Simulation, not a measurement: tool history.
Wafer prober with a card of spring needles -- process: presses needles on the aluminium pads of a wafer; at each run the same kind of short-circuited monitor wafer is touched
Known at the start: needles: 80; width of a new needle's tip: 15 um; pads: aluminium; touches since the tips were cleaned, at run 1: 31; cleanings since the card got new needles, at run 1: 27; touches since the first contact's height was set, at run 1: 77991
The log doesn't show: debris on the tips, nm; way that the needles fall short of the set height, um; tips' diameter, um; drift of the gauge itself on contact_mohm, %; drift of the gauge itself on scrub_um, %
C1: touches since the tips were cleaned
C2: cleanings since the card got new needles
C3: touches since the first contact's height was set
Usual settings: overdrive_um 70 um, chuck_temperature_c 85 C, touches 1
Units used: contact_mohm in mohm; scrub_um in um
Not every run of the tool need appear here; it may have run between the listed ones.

run 1 hour=0.0 | overdrive_um=70 chuck_temperature_c=85 touches=1 | C1=31 C2=27 C3=77991 | contact_mohm=220 scrub_um=13.23
-- hour=9.9 tips cleaned on abrasive film
run 2 hour=11.5 | overdrive_um=70 chuck_temperature_c=85 touches=1 | C1=435 C2=28 C3=80956 | contact_mohm=231 scrub_um=12.83
run 3 hour=18.7 | overdrive_um=70 chuck_temperature_c=30 touches=1 | C1=2282 C2=28 C3=82803 | contact_mohm=241 scrub_um=13.27
-- hour=19.6 tips cleaned on abrasive film
-- hour=29.6 tips cleaned on abrasive film
run 4 hour=33.4 | overdrive_um=70 chuck_temperature_c=85 touches=1 | C1=997 C2=30 C3=86584 | contact_mohm=230 scrub_um=12.78
-- hour=39.7 tips cleaned on abrasive film
run 5 hour=48.8 | overdrive_um=70 chuck_temperature_c=85 touches=1 | C1=2365 C2=31 C3=90540 | contact_mohm=244 scrub_um=12.80
-- hour=49.8 tips cleaned on abrasive film
run 6 hour=57.1 | overdrive_um=70 chuck_temperature_c=85 touches=1 | C1=1883 C2=32 C3=92669 | contact_mohm=243 scrub_um=12.94
-- hour=60.0 tips cleaned on abrasive film
run 7 hour=66.2 | overdrive_um=73 chuck_temperature_c=85 touches=1 | C1=1611 C2=33 C3=95014 | contact_mohm=245 scrub_um=13.39
-- hour=69.7 tips cleaned on abrasive film
-- hour=79.6 tips cleaned on abrasive film
run 8 hour=79.7 | overdrive_um=58 chuck_temperature_c=85 touches=1 | C1=11 C2=35 C3=98443 | contact_mohm=227 scrub_um=10.48
-- hour=89.8 tips cleaned on abrasive film
run 9 hour=91.4 | overdrive_um=58 chuck_temperature_c=85 touches=1 | C1=401 C2=36 C3=101449 | contact_mohm=233 scrub_um=10.83
run 10 hour=98.5 | overdrive_um=58 chuck_temperature_c=85 touches=1 | C1=2241 C2=36 C3=103289 | contact_mohm=264 scrub_um=10.61
-- hour=100.0 tips cleaned on abrasive film
run 11 hour=108.7 | overdrive_um=70 chuck_temperature_c=85 touches=1 | C1=2264 C2=37 C3=105916 | contact_mohm=247 scrub_um=12.84
-- hour=109.8 tips cleaned on abrasive film
-- hour=119.1 tips cleaned on abrasive film
run 12 hour=119.5 | overdrive_um=70 chuck_temperature_c=99 touches=1 | C1=94 C2=39 C3=108670 | contact_mohm=224 scrub_um=12.87
-- hour=129.5 tips cleaned on abrasive film
run 13 hour=134.0 | overdrive_um=70 chuck_temperature_c=85 touches=1 | C1=1174 C2=40 C3=112410 | contact_mohm=237 scrub_um=12.69
-- hour=139.7 tips cleaned on abrasive film
run 14 hour=145.8 | overdrive_um=61 chuck_temperature_c=82 touches=1 | C1=1577 C2=41 C3=115433 | contact_mohm=253 scrub_um=11.02
-- hour=149.3 tips cleaned on abrasive film
-- hour=159.2 tips cleaned on abrasive film
run 15 hour=160.9 | overdrive_um=61 chuck_temperature_c=82 touches=1 | C1=428 C2=43 C3=119297 | contact_mohm=235 scrub_um=11.01
-- hour=168.7 tips cleaned on abrasive film
run 16 hour=168.7 | overdrive_um=61 chuck_temperature_c=82 touches=1 | C1=0 C2=44 C3=121302 | contact_mohm=222 scrub_um=11.01
-- hour=178.2 tips cleaned on abrasive film
run 17 hour=178.5 | overdrive_um=69 chuck_temperature_c=41 touches=2 | C1=95 C2=45 C3=123823 | contact_mohm=212 scrub_um=12.38
-- hour=188.6 tips cleaned on abrasive film
run 18 hour=190.8 | overdrive_um=69 chuck_temperature_c=41 touches=2 | C1=567 C2=46 C3=126981 | contact_mohm=220 scrub_um=12.34
-- hour=198.1 tips cleaned on abrasive film
run 19 hour=205.2 | overdrive_um=57 chuck_temperature_c=89 touches=1 | C1=1836 C2=47 C3=130693 | contact_mohm=259 scrub_um=9.73
-- hour=208.0 tips cleaned on abrasive film
-- hour=217.4 tips cleaned on abrasive film
run 20 hour=219.8 | overdrive_um=57 chuck_temperature_c=89 touches=1 | C1=628 C2=49 C3=134417 | contact_mohm=234 scrub_um=10.09
-- hour=227.4 tips cleaned on abrasive film
run 21 hour=231.6 | overdrive_um=53 chuck_temperature_c=86 touches=1 | C1=1090 C2=50 C3=137448 | contact_mohm=255 scrub_um=9.27
-- hour=237.0 tips cleaned on abrasive film
run 22 hour=238.9 | overdrive_um=57 chuck_temperature_c=25 touches=2 | C1=491 C2=51 C3=139313 | contact_mohm=216 scrub_um=10.30
-- hour=246.8 tips cleaned on abrasive film
run 23 hour=249.2 | overdrive_um=57 chuck_temperature_c=25 touches=2 | C1=627 C2=52 C3=141964 | contact_mohm=221 scrub_um=10.02
-- hour=256.3 tips cleaned on abrasive film
run 24 hour=264.7 | overdrive_um=68 chuck_temperature_c=25 touches=1 | C1=2162 C2=53 C3=145952 | contact_mohm=242 scrub_um=11.94
-- hour=265.7 tips cleaned on abrasive film
run 25 hour=273.9 | overdrive_um=68 chuck_temperature_c=25 touches=1 | C1=2141 C2=54 C3=148326 | contact_mohm=247 scrub_um=12.03

How would selected steps in contact_mohm from run to run divide? Give the signed amount a tool lacking its hidden state would still show from settings, what came in and random variation, and the signed amount left for the hidden state, including any gauge scatter that is not in both of the compared results.
Run 9 -> 10: settings left as they were, no log entry in between. contact_mohm +31 mohm: hidden state +28, all else +3.
Run 18 -> 19: overdrive_um 69 -> 57, chuck_temperature_c 41 -> 89, touches 2 -> 1, tips cleaned on abrasive film. contact_mohm +39 mohm: hidden state +34, all else +5.
Run 21 -> 22: overdrive_um 53 -> 57, chuck_temperature_c 86 -> 25, touches 1 -> 2, tips cleaned on abrasive film. contact_mohm -39 mohm: hidden state -22, all else -17.
